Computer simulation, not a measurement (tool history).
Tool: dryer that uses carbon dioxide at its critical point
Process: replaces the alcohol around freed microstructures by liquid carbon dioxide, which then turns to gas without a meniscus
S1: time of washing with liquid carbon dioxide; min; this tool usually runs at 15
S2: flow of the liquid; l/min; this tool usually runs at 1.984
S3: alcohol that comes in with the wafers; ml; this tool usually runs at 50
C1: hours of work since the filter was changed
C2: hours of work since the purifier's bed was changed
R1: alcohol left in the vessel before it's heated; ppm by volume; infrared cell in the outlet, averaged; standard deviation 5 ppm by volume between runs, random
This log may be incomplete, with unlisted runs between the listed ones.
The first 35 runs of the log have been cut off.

run    hour  S1     S2  S3   C1    C2   R1
 36   896.5  14  1.350  50   30  1238  301
 37   912.7  14  1.370  67   40  1248  341
 38   941.2  18  1.650  67   58  1266  205
 39   966.5  22  1.490  46   74  1282  197
 40   998.8   9  2.460  50   94  1302  275
 41  1029.6   9  2.460  50  114  1321  262
 42  1051.1  18  1.670  50  127  1335  217
 43  1066.4  18  1.670  50  137  1345  208
 44  1089.5  15  1.984  50  152  1359  222
 45  1113.4  15  1.984  22  167  1374  214
 46  1131.9  21  2.950  22  178  1386  203

Alternative continuations, all from the tool just after run 46; predict every row:
  A  1147.8  11  2.950  51  188  1396   ?
  B  1147.8  10  1.220  48  188  1396   ?
  C  1147.8  15  2.100  93  188  1396   ?
  D  1147.8  15  2.040  41  188  1396   ?

run   R1
  A  227
  B  955
  C  227
  D  222
Had the tool no hidden state, the same runs would have come out as:
run   R1
  A   14
  B  586
  C   16
  D   16

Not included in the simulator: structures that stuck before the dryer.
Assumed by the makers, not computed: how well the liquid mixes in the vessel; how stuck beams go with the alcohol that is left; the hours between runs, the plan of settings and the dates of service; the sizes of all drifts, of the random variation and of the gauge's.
